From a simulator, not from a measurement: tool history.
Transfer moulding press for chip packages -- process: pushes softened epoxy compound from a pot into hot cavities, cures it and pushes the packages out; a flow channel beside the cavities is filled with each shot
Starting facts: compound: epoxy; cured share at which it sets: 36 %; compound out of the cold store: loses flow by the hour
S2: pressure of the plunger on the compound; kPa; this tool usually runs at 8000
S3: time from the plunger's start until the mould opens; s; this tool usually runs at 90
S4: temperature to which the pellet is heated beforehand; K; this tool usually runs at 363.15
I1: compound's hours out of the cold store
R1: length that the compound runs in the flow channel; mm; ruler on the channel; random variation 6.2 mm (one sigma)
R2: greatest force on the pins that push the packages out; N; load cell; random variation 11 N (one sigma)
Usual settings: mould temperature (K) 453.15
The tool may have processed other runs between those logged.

{"run": 1, "day": 0.0, "mould temperature (K)": 453.15, "S2": 8000, "S3": 90, "S4": 363.15, "I1": 43.9, "R1": 655, "R2": 803}
{"day": 0.912, "done": "cavities cleaned with cleaning compound and waxed"}
{"run": 2, "day": 2.321, "mould temperature (K)": 453.15, "S2": 8000, "S3": 90, "S4": 363.15, "I1": 29.8, "R1": 683, "R2": 808}
{"day": 3.533, "done": "cavities cleaned with cleaning compound and waxed"}
{"run": 3, "day": 3.604, "mould temperature (K)": 453.15, "S2": 8000, "S3": 90, "S4": 363.15, "I1": 43.4, "R1": 646, "R2": 507}
{"run": 4, "day": 5.021, "mould temperature (K)": 453.15, "S2": 8000, "S3": 90, "S4": 363.15, "I1": 12.9, "R1": 706, "R2": 855}
{"day": 6.017, "done": "cavities cleaned with cleaning compound and waxed"}
{"run": 5, "day": 6.8, "mould temperature (K)": 453.15, "S2": 8000, "S3": 90, "S4": 363.15, "I1": 22.9, "R1": 672, "R2": 737}
{"day": 7.496, "done": "plunger's sealing rings changed"}
{"day": 8.575, "done": "cavities cleaned with cleaning compound and waxed"}
{"run": 6, "day": 9.033, "mould temperature (K)": 453.15, "S2": 8000, "S3": 90, "S4": 363.15, "I1": 10.7, "R1": 727, "R2": 653}
{"run": 7, "day": 10.729, "mould temperature (K)": 453.15, "S2": 8000, "S3": 90, "S4": 363.15, "I1": 32.4, "R1": 684, "R2": 871}
{"day": 11.008, "done": "cavities cleaned with cleaning compound and waxed"}
{"run": 8, "day": 13.104, "mould temperature (K)": 453.15, "S2": 8000, "S3": 90, "S4": 363.15, "I1": 14.5, "R1": 705, "R2": 923}
{"day": 13.554, "done": "cavities cleaned with cleaning compound and waxed"}
{"run": 9, "day": 14.979, "mould temperature (K)": 453.15, "S2": 8000, "S3": 90, "S4": 363.15, "I1": 12.9, "R1": 703, "R2": 831}
{"day": 16.008, "done": "plunger's sealing rings changed"}
{"day": 16.071, "done": "cavities cleaned with cleaning compound and waxed"}
{"run": 10, "day": 17.638, "mould temperature (K)": 453.15, "S2": 8000, "S3": 90, "S4": 363.15, "I1": 25.2, "R1": 697, "R2": 862}
{"day": 18.596, "done": "cavities cleaned with cleaning compound and waxed"}
{"run": 11, "day": 20.042, "mould temperature (K)": 453.15, "S2": 8000, "S3": 90, "S4": 363.15, "I1": 8.9, "R1": 716, "R2": 846}
{"day": 21.1, "done": "cavities cleaned with cleaning compound and waxed"}
{"run": 12, "day": 22.675, "mould temperature (K)": 453.15, "S2": 6340, "S3": 90, "S4": 363.15, "I1": 17.1, "R1": 617, "R2": 859}
{"day": 23.596, "done": "cavities cleaned with cleaning compound and waxed"}
{"run": 13, "day": 23.996, "mould temperature (K)": 453.15, "S2": 8000, "S3": 90, "S4": 363.15, "I1": 10.2, "R1": 701, "R2": 630}
{"day": 24.504, "done": "plunger's sealing rings changed"}
{"day": 26.154, "done": "cavities cleaned with cleaning compound and waxed"}
{"run": 14, "day": 26.208, "mould temperature (K)": 451.15, "S2": 7080, "S3": 118, "S4": 363.15, "I1": 27.7, "R1": 658, "R2": 437}
{"run": 15, "day": 28.421, "mould temperature (K)": 456.15, "S2": 8100, "S3": 108, "S4": 363.15, "I1": 30.1, "R1": 664, "R2": 744}
{"day": 28.729, "done": "cavities cleaned with cleaning compound and waxed"}
{"run": 16, "day": 30.55, "mould temperature (K)": 453.15, "S2": 8000, "S3": 84, "S4": 363.15, "I1": 42.3, "R1": 646, "R2": 962}
{"day": 31.158, "done": "cavities cleaned with cleaning compound and waxed"}
{"run": 17, "day": 32.679, "mould temperature (K)": 453.15, "S2": 8000, "S3": 84, "S4": 363.15, "I1": 9, "R1": 693, "R2": 934}
{"day": 32.992, "done": "plunger's sealing rings changed"}
{"day": 33.758, "done": "cavities cleaned with cleaning compound and waxed"}
{"run": 18, "day": 34.329, "mould temperature (K)": 453.15, "S2": 8000, "S3": 84, "S4": 363.15, "I1": 39.9, "R1": 659, "R2": 713}
{"day": 36.321, "done": "cavities cleaned with cleaning compound and waxed"}
{"run": 19, "day": 36.975, "mould temperature (K)": 453.15, "S2": 8000, "S3": 84, "S4": 363.15, "I1": 19.7, "R1": 696, "R2": 786}

Run 20 comes next. What will it give?
{"day": 38.792, "done": "cavities cleaned with cleaning compound and waxed"}
{"run": 20, "day": 39.933, "mould temperature (K)": 453.15, "S2": 7070, "S3": 84, "S4": 355.15, "I1": 47.1, "R1": "?", "R2": "?"}

{"run 20": {"R1": 586, "R2": 850}}
Without the tool's hidden state the same run would have given R1 614 mm, R2 541 N.
